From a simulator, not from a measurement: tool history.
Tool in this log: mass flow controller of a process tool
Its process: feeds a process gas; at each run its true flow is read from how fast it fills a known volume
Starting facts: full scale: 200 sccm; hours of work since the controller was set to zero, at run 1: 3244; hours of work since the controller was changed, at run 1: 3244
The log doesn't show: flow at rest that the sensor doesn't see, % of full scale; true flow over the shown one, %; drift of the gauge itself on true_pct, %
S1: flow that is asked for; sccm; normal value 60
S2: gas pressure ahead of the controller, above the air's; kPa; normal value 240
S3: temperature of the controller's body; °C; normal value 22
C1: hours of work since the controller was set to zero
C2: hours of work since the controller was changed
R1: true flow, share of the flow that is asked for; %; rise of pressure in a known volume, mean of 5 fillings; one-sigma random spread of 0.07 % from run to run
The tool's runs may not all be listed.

run	hour	S1	S2	S3	C1	C2	R1
1	0.0	60	240	22	3244	3244	98.49
2	74.4	60	240	22	3290	3290	98.64
3	110.8	60	240	22	3313	3313	98.54
4	150.4	60	240	22	3337	3337	98.61
5	195.2	90	240	22	3365	3365	98.87
6	281.8	90	240	22	3419	3419	98.90
7	323.5	60	162	22	3445	3445	99.13
8	382.3	60	162	27	3481	3481	99.24
9	418.9	60	240	22	3504	3504	98.74
10	497.1	60	240	22	3552	3552	98.89
11	534.8	60	240	22	3576	3576	99.01
12	589.6	60	240	22	3610	3610	99.01
13	660.2	60	240	22	3653	3653	99.11
14	701.1	60	240	23	3679	3679	98.99
15	774.1	60	240	23	3724	3724	99.15
16	817.0	60	240	22	3751	3751	99.09
17	883.9	60	240	22	3792	3792	99.17
18	938.4	60	240	29	3826	3826	99.57
19	1000.1	65	240	29	3864	3864	99.47
20	1043.5	60	177	22	3891	3891	99.54
21	1080.2	60	177	22	3914	3914	99.61
22	1126.2	56	155	22	3942	3942	99.69
23	1178.5	56	155	22	3975	3975	99.85
24	1230.7	90	155	31	4007	4007	100.46
25	1289.3	90	155	31	4043	4043	100.43
26	1360.3	90	155	31	4087	4087	100.46
27	1429.5	70	142	23	4130	4130	100.20
28	1516.7	199	240	29	4184	4184	101.25
# hour 1561.6: gauge calibrated
29	1584.3	22	226	36	4226	4226	98.88
30	1650.9	30	240	22	4267	4267	98.30
31	1701.7	151	240	30	4299	4299	99.69
32	1756.6	147	240	30	4333	4333	99.58
33	1827.8	24	177	30	4377	4377	98.91
34	1877.8	59	177	33	4408	4408	99.36
35	1936.2	37	184	27	4444	4444	99.04
36	2009.5	37	184	27	4490	4490	99.12
37	2049.5	83	240	31	4514	4514	99.34
38	2102.0	77	240	22	4547	4547	99.00
39	2165.2	67	145	27	4586	4586	99.50

Forecast each of these 5 alternatives for the next run:
A	2243.6	79	145	31	4635	4635	?
B	2243.6	41	196	27	4635	4635	?
C	2243.6	150	141	23	4635	4635	?
D	2243.6	60	240	20	4635	4635	?
E	2243.6	151	145	32	4635	4635	?

run	R1
A	99.74
B	99.21
C	100.26
D	99.03
E	100.50
What these runs would have given with no unlogged condition in the tool:
run	R1
A	99.21
B	98.67
C	99.74
D	98.50
E	99.98
